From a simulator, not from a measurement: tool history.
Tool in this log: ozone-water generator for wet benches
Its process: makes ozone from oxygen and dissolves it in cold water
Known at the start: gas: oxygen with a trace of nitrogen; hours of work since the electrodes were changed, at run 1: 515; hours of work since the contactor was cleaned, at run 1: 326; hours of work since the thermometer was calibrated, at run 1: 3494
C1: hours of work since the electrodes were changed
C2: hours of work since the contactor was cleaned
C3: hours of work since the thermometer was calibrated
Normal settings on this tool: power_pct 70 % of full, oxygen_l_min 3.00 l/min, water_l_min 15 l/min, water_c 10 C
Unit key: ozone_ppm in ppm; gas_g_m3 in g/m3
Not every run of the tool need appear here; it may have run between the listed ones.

run 1 hour=0.0 | power_pct=70 oxygen_l_min=3.00 water_l_min=15 water_c=10 | C1=515 C2=326 C3=3494 | ozone_ppm=13.1 gas_g_m3=163.0
run 2 hour=84.0 | power_pct=70 oxygen_l_min=3.00 water_l_min=15 water_c=10 | C1=584 C2=394 C3=3563 | ozone_ppm=13.2 gas_g_m3=163.2
run 3 hour=133.2 | power_pct=70 oxygen_l_min=3.00 water_l_min=15 water_c=10 | C1=624 C2=434 C3=3603 | ozone_ppm=13.0 gas_g_m3=161.6
run 4 hour=185.9 | power_pct=70 oxygen_l_min=3.00 water_l_min=15 water_c=10 | C1=667 C2=477 C3=3646 | ozone_ppm=13.1 gas_g_m3=162.3
run 5 hour=235.3 | power_pct=70 oxygen_l_min=3.00 water_l_min=18 water_c=10 | C1=707 C2=518 C3=3686 | ozone_ppm=10.7 gas_g_m3=163.2
run 6 hour=317.3 | power_pct=70 oxygen_l_min=3.00 water_l_min=18 water_c=10 | C1=774 C2=584 C3=3753 | ozone_ppm=10.6 gas_g_m3=162.0
run 7 hour=393.5 | power_pct=70 oxygen_l_min=3.00 water_l_min=18 water_c=10 | C1=836 C2=647 C3=3815 | ozone_ppm=10.9 gas_g_m3=162.7
run 8 hour=478.1 | power_pct=57 oxygen_l_min=3.00 water_l_min=15 water_c=10 | C1=905 C2=716 C3=3884 | ozone_ppm=11.4 gas_g_m3=139.0
run 9 hour=529.8 | power_pct=70 oxygen_l_min=2.99 water_l_min=15 water_c=10 | C1=947 C2=758 C3=3926 | ozone_ppm=12.8 gas_g_m3=165.1
run 10 hour=618.3 | power_pct=70 oxygen_l_min=3.00 water_l_min=13 water_c=10 | C1=1020 C2=830 C3=3999 | ozone_ppm=14.9 gas_g_m3=162.2
run 11 hour=658.4 | power_pct=70 oxygen_l_min=3.00 water_l_min=15 water_c=10 | C1=1052 C2=863 C3=4031 | ozone_ppm=13.1 gas_g_m3=163.1
run 12 hour=697.3 | power_pct=70 oxygen_l_min=3.00 water_l_min=15 water_c=10 | C1=1084 C2=894 C3=4063 | ozone_ppm=13.1 gas_g_m3=161.8
run 13 hour=743.3 | power_pct=70 oxygen_l_min=3.00 water_l_min=15 water_c=10 | C1=1122 C2=932 C3=4101 | ozone_ppm=12.9 gas_g_m3=160.6
run 14 hour=813.5 | power_pct=70 oxygen_l_min=3.00 water_l_min=10 water_c=10 | C1=1179 C2=989 C3=4158 | ozone_ppm=19.4 gas_g_m3=162.3
run 15 hour=865.0 | power_pct=70 oxygen_l_min=3.00 water_l_min=10 water_c=10 | C1=1221 C2=1031 C3=4200 | ozone_ppm=19.3 gas_g_m3=162.3
run 16 hour=906.4 | power_pct=70 oxygen_l_min=3.00 water_l_min=15 water_c=10 | C1=1255 C2=1065 C3=4234 | ozone_ppm=13.0 gas_g_m3=161.9
run 17 hour=956.3 | power_pct=70 oxygen_l_min=3.00 water_l_min=15 water_c=10 | C1=1295 C2=1106 C3=4274 | ozone_ppm=12.9 gas_g_m3=162.9
run 18 hour=1043.1 | power_pct=82 oxygen_l_min=2.10 water_l_min=23 water_c=17 | C1=1366 C2=1176 C3=4345 | ozone_ppm=8.0 gas_g_m3=222.5
run 19 hour=1088.4 | power_pct=82 oxygen_l_min=2.70 water_l_min=11 water_c=17 | C1=1403 C2=1213 C3=4382 | ozone_ppm=17.9 gas_g_m3=192.5
run 20 hour=1146.4 | power_pct=84 oxygen_l_min=3.00 water_l_min=11 water_c=10 | C1=1450 C2=1261 C3=4429 | ozone_ppm=20.3 gas_g_m3=185.0
run 21 hour=1207.7 | power_pct=84 oxygen_l_min=3.98 water_l_min=12 water_c=10 | C1=1500 C2=1311 C3=4479 | ozone_ppm=18.6 gas_g_m3=159.5
run 22 hour=1270.6 | power_pct=84 oxygen_l_min=1.64 water_l_min=12 water_c=9 | C1=1552 C2=1362 C3=4531 | ozone_ppm=17.3 gas_g_m3=259.7
run 23 hour=1325.3 | power_pct=84 oxygen_l_min=1.64 water_l_min=12 water_c=9 | C1=1596 C2=1407 C3=4575 | ozone_ppm=17.3 gas_g_m3=263.4
run 24 hour=1411.8 | power_pct=84 oxygen_l_min=1.64 water_l_min=12 water_c=9 | C1=1667 C2=1477 C3=4646 | ozone_ppm=17.1 gas_g_m3=261.4
run 25 hour=1467.1 | power_pct=84 oxygen_l_min=1.64 water_l_min=12 water_c=9 | C1=1712 C2=1522 C3=4691 | ozone_ppm=17.4 gas_g_m3=260.4
run 26 hour=1547.1 | power_pct=84 oxygen_l_min=1.64 water_l_min=12 water_c=9 | C1=1777 C2=1587 C3=4756 | ozone_ppm=17.3 gas_g_m3=262.8
run 27 hour=1625.2 | power_pct=70 oxygen_l_min=3.00 water_l_min=12 water_c=10 | C1=1841 C2=1651 C3=4820 | ozone_ppm=16.0 gas_g_m3=162.4
run 28 hour=1683.8 | power_pct=70 oxygen_l_min=3.00 water_l_min=12 water_c=10 | C1=1889 C2=1699 C3=4868 | ozone_ppm=16.0 gas_g_m3=160.6
run 29 hour=1773.0 | power_pct=48 oxygen_l_min=2.55 water_l_min=16 water_c=9 | C1=1961 C2=1772 C3=4940 | ozone_ppm=8.9 gas_g_m3=132.7
run 30 hour=1839.9 | power_pct=48 oxygen_l_min=2.55 water_l_min=16 water_c=9 | C1=2016 C2=1826 C3=4995 | ozone_ppm=9.0 gas_g_m3=133.4
run 31 hour=1889.5 | power_pct=48 oxygen_l_min=2.24 water_l_min=24 water_c=7 | C1=2056 C2=1867 C3=5035 | ozone_ppm=5.4 gas_g_m3=144.7
run 32 hour=1958.4 | power_pct=70 oxygen_l_min=3.00 water_l_min=20 water_c=15 | C1=2113 C2=1923 C3=5092 | ozone_ppm=8.8 gas_g_m3=161.0
run 33 hour=1996.3 | power_pct=70 oxygen_l_min=4.08 water_l_min=12 water_c=10 | C1=2144 C2=1954 C3=5123 | ozone_ppm=16.1 gas_g_m3=135.0

Forecast each of these 3 alternatives for the next run:
run A hour=2083.7 | power_pct=84 oxygen_l_min=4.08 water_l_min=12 water_c=10 | C1=2215 C2=2025 C3=5194 | ozone_ppm=? gas_g_m3=?
run B hour=2083.7 | power_pct=71 oxygen_l_min=4.08 water_l_min=17 water_c=10 | C1=2215 C2=2025 C3=5194 | ozone_ppm=? gas_g_m3=?
run C hour=2083.7 | power_pct=97 oxygen_l_min=3.00 water_l_min=15 water_c=10 | C1=2215 C2=2025 C3=5194 | ozone_ppm=? gas_g_m3=?

run=A ozone_ppm=18.4 gas_g_m3=155.0
run=B ozone_ppm=11.5 gas_g_m3=135.2
run=C ozone_ppm=16.1 gas_g_m3=204.1
What these runs would have given with no unlogged condition in the tool:
run=A ozone_ppm=19.1 gas_g_m3=158.6
run=B ozone_ppm=11.9 gas_g_m3=138.0
run=C ozone_ppm=16.8 gas_g_m3=209.2
